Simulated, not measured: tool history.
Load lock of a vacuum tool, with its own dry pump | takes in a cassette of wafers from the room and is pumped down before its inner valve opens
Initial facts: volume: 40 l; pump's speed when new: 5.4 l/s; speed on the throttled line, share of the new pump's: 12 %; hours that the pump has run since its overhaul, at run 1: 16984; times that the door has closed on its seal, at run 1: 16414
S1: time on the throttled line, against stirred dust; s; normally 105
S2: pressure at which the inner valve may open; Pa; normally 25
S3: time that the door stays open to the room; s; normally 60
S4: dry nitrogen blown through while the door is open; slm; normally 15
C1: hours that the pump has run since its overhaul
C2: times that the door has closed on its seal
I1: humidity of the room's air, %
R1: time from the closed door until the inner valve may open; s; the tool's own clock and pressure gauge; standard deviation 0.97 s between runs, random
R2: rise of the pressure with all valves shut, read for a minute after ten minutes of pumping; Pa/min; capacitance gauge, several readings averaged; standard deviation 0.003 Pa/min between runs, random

run 1 hour=0.0 | S1=105 S2=25 S3=60 S4=15 | C1=16984 C2=16414 | I1=45.3 | R1=154.5 R2=0.031
run 2 hour=155.3 | S1=105 S2=25 S3=60 S4=26 | C1=17139 C2=16640 | I1=45.0 | R1=155.4 R2=0.027
run 3 hour=412.2 | S1=105 S2=25 S3=60 S4=15 | C1=17396 C2=17014 | I1=48.2 | R1=155.1 R2=0.029
run 4 hour=658.8 | S1=105 S2=25 S3=60 S4=15 | C1=17643 C2=17374 | I1=44.1 | R1=153.9 R2=0.036
run 5 hour=840.4 | S1=105 S2=25 S3=60 S4=15 | C1=17824 C2=17638 | I1=42.7 | R1=153.7 R2=0.030
run 6 hour=1047.9 | S1=105 S2=25 S3=60 S4=15 | C1=18032 C2=17940 | I1=43.9 | R1=153.7 R2=0.029
run 7 hour=1224.9 | S1=105 S2=25 S3=60 S4=15 | C1=18209 C2=18198 | I1=40.7 | R1=154.8 R2=0.023
run 8 hour=1487.1 | S1=105 S2=25 S3=60 S4=15 | C1=18471 C2=18580 | I1=41.5 | R1=153.3 R2=0.030
run 9 hour=1610.1 | S1=105 S2=25 S3=60 S4=15 | C1=18594 C2=18759 | I1=46.5 | R1=155.9 R2=0.037
run 10 hour=1728.8 | S1=105 S2=25 S3=60 S4=15 | C1=18713 C2=18932 | I1=45.9 | R1=153.7 R2=0.032
run 11 hour=1975.0 | S1=105 S2=25 S3=60 S4=15 | C1=18959 C2=19291 | I1=45.5 | R1=154.2 R2=0.030
run 12 hour=2150.1 | S1=105 S2=32 S3=43 S4=6 | C1=19134 C2=19546 | I1=43.8 | R1=151.0 R2=0.035
run 13 hour=2355.2 | S1=105 S2=44 S3=60 S4=30 | C1=19339 C2=19844 | I1=44.1 | R1=150.0 R2=0.026
run 14 hour=2602.2 | S1=105 S2=44 S3=26 S4=28 | C1=19586 C2=20204 | I1=44.1 | R1=149.8 R2=0.016
run 15 hour=2814.2 | S1=105 S2=44 S3=26 S4=28 | C1=19798 C2=20513 | I1=44.1 | R1=151.2 R2=0.019
run 16 hour=2983.0 | S1=105 S2=25 S3=41 S4=16 | C1=19967 C2=20759 | I1=45.0 | R1=155.4 R2=0.026
run 17 hour=3145.4 | S1=105 S2=25 S3=41 S4=16 | C1=20129 C2=20995 | I1=48.8 | R1=154.7 R2=0.028
run 18 hour=3399.7 | S1=55 S2=22 S3=41 S4=16 | C1=20384 C2=21366 | I1=46.0 | R1=111.6 R2=0.028
run 19 hour=3605.7 | S1=95 S2=25 S3=60 S4=9 | C1=20589 C2=21666 | I1=42.8 | R1=146.0 R2=0.034
run 20 hour=3819.3 | S1=95 S2=25 S3=60 S4=9 | C1=20803 C2=21977 | I1=47.6 | R1=146.8 R2=0.038
run 21 hour=4041.9 | S1=95 S2=25 S3=60 S4=9 | C1=21026 C2=22301 | I1=45.9 | R1=145.7 R2=0.037

4 ways to go on from here, each from the tool as it stands after run 21. What would each give?
run A hour=4236.9 | S1=105 S2=25 S3=83 S4=15 | C1=21221 C2=22585 | I1=47.8 | R1=? R2=?
run B hour=4236.9 | S1=73 S2=39 S3=60 S4=13 | C1=21221 C2=22585 | I1=45.9 | R1=? R2=?
run C hour=4236.9 | S1=78 S2=25 S3=60 S4=9 | C1=21221 C2=22585 | I1=41.6 | R1=? R2=?
run D hour=4236.9 | S1=105 S2=20 S3=60 S4=7 | C1=21221 C2=22585 | I1=46.3 | R1=? R2=?

run=A R1=154.4 R2=0.041
run=B R1=123.0 R2=0.028
run=C R1=130.9 R2=0.037
run=D R1=156.4 R2=0.040
With no hidden state in the tool, these same runs would have given:
run=A R1=154.3 R2=0.040
run=B R1=123.0 R2=0.028
run=C R1=130.9 R2=0.036
run=D R1=156.4 R2=0.040
